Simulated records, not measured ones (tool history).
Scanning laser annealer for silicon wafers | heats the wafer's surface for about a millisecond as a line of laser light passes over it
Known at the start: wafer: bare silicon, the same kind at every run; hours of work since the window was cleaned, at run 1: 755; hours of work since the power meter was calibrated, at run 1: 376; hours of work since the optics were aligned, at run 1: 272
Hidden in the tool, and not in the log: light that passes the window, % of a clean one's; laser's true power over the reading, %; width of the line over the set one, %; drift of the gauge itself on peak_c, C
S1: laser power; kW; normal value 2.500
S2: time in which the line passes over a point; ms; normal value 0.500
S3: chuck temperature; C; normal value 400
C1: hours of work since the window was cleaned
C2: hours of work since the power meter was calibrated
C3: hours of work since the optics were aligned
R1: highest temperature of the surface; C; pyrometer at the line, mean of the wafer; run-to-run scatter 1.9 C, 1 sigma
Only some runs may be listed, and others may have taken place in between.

Run 1, day 0.000: usual settings; C1 755; C2 376; C3 272. Result: R1 1215 C.
Run 2, day 0.571: usual settings but S3 368 C; C1 763; C2 384; C3 280. Result: R1 1180 C.
Run 3, day 1.479: usual settings but S3 379 C; C1 776; C2 397; C3 293. Result: R1 1192 C.
Run 4, day 2.508: usual settings but S2 0.412 ms; C1 791; C2 412; C3 308. Result: R1 1128 C.
Run 5, day 3.096: usual settings but S2 0.412 ms; C1 799; C2 420; C3 316. Result: R1 1130 C.
Run 6, day 3.954: usual settings but S2 0.412 ms; C1 812; C2 432; C3 329. Result: R1 1132 C.
Run 7, day 4.958: usual settings but S3 383 C; C1 826; C2 447; C3 343. Result: R1 1196 C.
Run 8, day 6.038: usual settings; C1 842; C2 462; C3 359. Result: R1 1212 C.
Run 9, day 6.704: usual settings; C1 851; C2 472; C3 368. Result: R1 1215 C.
Run 10, day 7.454: usual settings; C1 862; C2 483; C3 379. Result: R1 1209 C.
Run 11, day 8.138: usual settings; C1 872; C2 492; C3 389. Result: R1 1213 C.
Run 12, day 8.738: usual settings but S3 403 C; C1 880; C2 501; C3 397. Result: R1 1212 C.
Run 13, day 9.542: usual settings but S3 417 C; C1 892; C2 512; C3 409. Result: R1 1231 C.
Run 14, day 10.188: usual settings but S3 417 C; C1 901; C2 522; C3 418. Result: R1 1228 C.
Run 15, day 10.688: usual settings but S3 364 C; C1 908; C2 529; C3 425. Result: R1 1172 C.
Run 16, day 11.262: usual settings but S3 364 C; C1 917; C2 537; C3 434. Result: R1 1175 C.
Run 17, day 12.404: usual settings but S3 364 C; C1 933; C2 554; C3 450. Result: R1 1174 C.
Run 18, day 13.375: usual settings but S3 364 C; C1 947; C2 568; C3 464. Result: R1 1171 C.
Run 19, day 14.179: usual settings but S3 364 C; C1 958; C2 579; C3 475. Result: R1 1173 C.
Run 20, day 15.158: usual settings; C1 973; C2 593; C3 490. Result: R1 1207 C.
Run 21, day 15.962: usual settings; C1 984; C2 605; C3 501. Result: R1 1211 C.
At day 16.300: window over the wafer cleaned.
Run 22, day 16.575: usual settings; C1 4; C2 612; C3 509. Result: R1 1225 C.
Run 23, day 17.696: usual settings; C1 20; C2 628; C3 525. Result: R1 1227 C.
Run 24, day 18.696: usual settings but S2 0.395 ms, S3 389 C; C1 34; C2 643; C3 539. Result: R1 1113 C.
Run 25, day 19.217: usual settings but S1 2.624 kW, S2 0.395 ms, S3 367 C; C1 42; C2 650; C3 547. Result: R1 1125 C.
Run 26, day 20.375: usual settings but S1 2.624 kW, S2 0.395 ms, S3 367 C; C1 59; C2 667; C3 563. Result: R1 1125 C.
Run 27, day 21.238: usual settings but S1 2.314 kW, S2 0.395 ms, S3 367 C; C1 71; C2 679; C3 576. Result: R1 1041 C.
Run 28, day 22.175: usual settings but S1 2.234 kW, S2 0.395 ms, S3 424 C; C1 84; C2 693; C3 589. Result: R1 1071 C.
Run 29, day 23.146: usual settings but S1 2.680 kW, S2 0.397 ms, S3 371 C; C1 98; C2 707; C3 603. Result: R1 1147 C.
Run 30, day 24.183: usual settings but S1 2.680 kW, S2 0.397 ms, S3 371 C; C1 113; C2 721; C3 618. Result: R1 1148 C.
Run 31, day 24.992: usual settings but S1 2.295 kW; C1 125; C2 733; C3 629. Result: R1 1159 C.
Run 32, day 25.604: usual settings but S1 2.295 kW, S3 419 C; C1 134; C2 742; C3 638. Result: R1 1179 C.
Run 33, day 26.571: usual settings but S1 2.600 kW, S2 0.352 ms, S3 429 C; C1 147; C2 756; C3 652. Result: R1 1135 C.
Run 34, day 27.588: usual settings but S1 2.382 kW, S2 0.534 ms; C1 162; C2 770; C3 667. Result: R1 1215 C.
Run 35, day 28.746: usual settings but S1 2.382 kW, S2 0.534 ms; C1 179; C2 787; C3 683. Result: R1 1210 C.
Run 36, day 29.362: usual settings but S1 2.345 kW, S2 0.534 ms, S3 421 C; C1 187; C2 796; C3 692. Result: R1 1223 C.
Run 37, day 30.025: usual settings but S2 0.563 ms, S3 434 C; C1 197; C2 805; C3 702. Result: R1 1312 C.
Run 38, day 30.704: usual settings but S2 0.583 ms, S3 368 C; C1 207; C2 815; C3 711. Result: R1 1266 C.
Run 39, day 31.758: usual settings but S2 0.583 ms, S3 368 C; C1 222; C2 830; C3 727. Result: R1 1265 C.
Run 40, day 32.521: usual settings but S1 2.410 kW, S3 373 C; C1 233; C2 841; C3 737. Result: R1 1168 C.

For each run, the measured value with the value that run would have given without the tool's hidden condition subtracted. The run-to-run variation is shared by both, the gauge scatter possibly not:
run   R1
  1  -16
  2  -16
  3  -16
  4  -15
  5  -16
  6  -16
  7  -18
  8  -18
  9  -18
 10  -18
 11  -19
 12  -19
 13  -20
 14  -19
 15  -20
 16  -20
 17  -21
 18  -21
 19  -20
 20  -21
 21  -22
 22   -2
 23   -2
 24   -2
 25   -3
 26   -3
 27   -3
 28   -4
 29   -4
 30   -5
 31   -4
 32   -4
 33   -4
 34   -6
 35   -6
 36   -6
 37   -7
 38   -7
 39   -8
 40   -7

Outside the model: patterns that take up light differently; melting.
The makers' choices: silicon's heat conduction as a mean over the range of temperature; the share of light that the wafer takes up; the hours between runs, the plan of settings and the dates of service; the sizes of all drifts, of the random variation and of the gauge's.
